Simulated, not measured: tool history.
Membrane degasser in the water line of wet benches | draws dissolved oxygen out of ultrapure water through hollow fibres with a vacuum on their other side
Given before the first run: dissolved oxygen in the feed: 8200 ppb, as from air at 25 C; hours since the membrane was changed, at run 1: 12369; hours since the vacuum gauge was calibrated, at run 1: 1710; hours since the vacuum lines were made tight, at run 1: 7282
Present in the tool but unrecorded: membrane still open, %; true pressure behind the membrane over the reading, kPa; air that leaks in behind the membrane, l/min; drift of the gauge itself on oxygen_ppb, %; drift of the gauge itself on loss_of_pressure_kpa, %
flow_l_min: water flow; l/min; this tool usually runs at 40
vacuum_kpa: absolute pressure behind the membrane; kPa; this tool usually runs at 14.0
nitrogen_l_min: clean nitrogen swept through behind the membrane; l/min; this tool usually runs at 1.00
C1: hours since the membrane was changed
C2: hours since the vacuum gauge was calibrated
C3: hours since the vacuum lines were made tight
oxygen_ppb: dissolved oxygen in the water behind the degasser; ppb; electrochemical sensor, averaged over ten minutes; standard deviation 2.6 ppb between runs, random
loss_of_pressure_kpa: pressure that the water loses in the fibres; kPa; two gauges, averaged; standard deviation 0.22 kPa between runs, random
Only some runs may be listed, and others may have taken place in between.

Run 1, hour 0.0: usual settings; C1 12369; C2 1710; C3 7282. Result: oxygen_ppb 968.7 ppb, loss_of_pressure_kpa 64.40 kPa.
Run 2, hour 205.6: usual settings; C1 12574; C2 1916; C3 7488. Result: oxygen_ppb 971.0 ppb, loss_of_pressure_kpa 64.63 kPa.
Run 3, hour 371.2: usual settings; C1 12740; C2 2082; C3 7653. Result: oxygen_ppb 976.1 ppb, loss_of_pressure_kpa 64.73 kPa.
Run 4, hour 682.3: usual settings; C1 13051; C2 2393; C3 7965. Result: oxygen_ppb 969.2 ppb, loss_of_pressure_kpa 64.57 kPa.
Run 5, hour 998.5: usual settings but vacuum_kpa 17.7 kPa; C1 13367; C2 2709; C3 8281. Result: oxygen_ppb 1206.2 ppb, loss_of_pressure_kpa 64.50 kPa.
Run 6, hour 1248.5: usual settings but vacuum_kpa 17.7 kPa; C1 13617; C2 2959; C3 8531. Result: oxygen_ppb 1199.5 ppb, loss_of_pressure_kpa 64.74 kPa.
Run 7, hour 1398.4: usual settings; C1 13767; C2 3109; C3 8681. Result: oxygen_ppb 968.8 ppb, loss_of_pressure_kpa 64.43 kPa.
Run 8, hour 1594.0: usual settings but nitrogen_l_min 1.27 l/min; C1 13963; C2 3304; C3 8876. Result: oxygen_ppb 847.0 ppb, loss_of_pressure_kpa 64.45 kPa.
At hour 1791.0: seals of the vacuum lines changed.
Run 9, hour 1897.9: usual settings but vacuum_kpa 9.5 kPa; C1 14264; C2 3606; C3 107. Result: oxygen_ppb 668.5 ppb, loss_of_pressure_kpa 64.38 kPa.
Run 10, hour 2095.1: usual settings but vacuum_kpa 9.5 kPa; C1 14462; C2 3803; C3 304. Result: oxygen_ppb 668.2 ppb, loss_of_pressure_kpa 64.70 kPa.
Run 11, hour 2262.9: usual settings but vacuum_kpa 9.5 kPa; C1 14629; C2 3971; C3 472. Result: oxygen_ppb 667.3 ppb, loss_of_pressure_kpa 64.60 kPa.
Run 12, hour 2434.5: usual settings but vacuum_kpa 9.5 kPa; C1 14801; C2 4143; C3 643. Result: oxygen_ppb 669.6 ppb, loss_of_pressure_kpa 64.36 kPa.
Run 13, hour 2743.4: usual settings but vacuum_kpa 9.5 kPa; C1 15110; C2 4452; C3 952. Result: oxygen_ppb 666.0 ppb, loss_of_pressure_kpa 64.28 kPa.
At hour 2809.0: vacuum gauge calibrated.
Run 14, hour 2962.5: usual settings but flow_l_min 35 l/min, vacuum_kpa 9.5 kPa, nitrogen_l_min 2.95 l/min; C1 15329; C2 153; C3 1171. Result: oxygen_ppb 330.3 ppb, loss_of_pressure_kpa 56.10 kPa.
Run 15, hour 3244.9: usual settings but flow_l_min 26 l/min, vacuum_kpa 24.7 kPa, nitrogen_l_min 0.59 l/min; C1 15611; C2 436; C3 1453. Result: oxygen_ppb 1627.9 ppb, loss_of_pressure_kpa 41.99 kPa.
Run 16, hour 3561.1: usual settings but vacuum_kpa 25.4 kPa, nitrogen_l_min 1.84 l/min; C1 15927; C2 752; C3 1770. Result: oxygen_ppb 1116.6 ppb, loss_of_pressure_kpa 64.65 kPa.
Run 17, hour 3880.2: usual settings but flow_l_min 32 l/min, vacuum_kpa 26.2 kPa, nitrogen_l_min 0.86 l/min; C1 16246; C2 1071; C3 2089. Result: oxygen_ppb 1579.2 ppb, loss_of_pressure_kpa 51.11 kPa.
Run 18, hour 4024.5: usual settings but flow_l_min 24 l/min, vacuum_kpa 16.0 kPa, nitrogen_l_min 0.40 l/min; C1 16391; C2 1215; C3 2233. Result: oxygen_ppb 1303.9 ppb, loss_of_pressure_kpa 38.79 kPa.
Run 19, hour 4342.3: usual settings but flow_l_min 48 l/min; C1 16708; C2 1533; C3 2551. Result: oxygen_ppb 1138.4 ppb, loss_of_pressure_kpa 76.88 kPa.
Run 20, hour 4521.9: usual settings but flow_l_min 48 l/min; C1 16888; C2 1713; C3 2730. Result: oxygen_ppb 1134.1 ppb, loss_of_pressure_kpa 77.04 kPa.
Run 21, hour 4765.2: usual settings but vacuum_kpa 26.8 kPa, nitrogen_l_min 2.41 l/min; C1 17131; C2 1956; C3 2974. Result: oxygen_ppb 986.4 ppb, loss_of_pressure_kpa 63.97 kPa.

Run 22 comes next. What will it give?
Run 22, hour 4948.6: usual settings but flow_l_min 60 l/min, vacuum_kpa 21.4 kPa, nitrogen_l_min 0.41 l/min; C1 17315; C2 2140; C3 3157. Result: oxygen_ppb ?, loss_of_pressure_kpa ?.

Run 22 gave oxygen_ppb 2941.0 ppb, loss_of_pressure_kpa 96.46 kPa.
With no hidden state in the tool, this same run would have given oxygen_ppb 2940.2 ppb, loss_of_pressure_kpa 97.38 kPa.
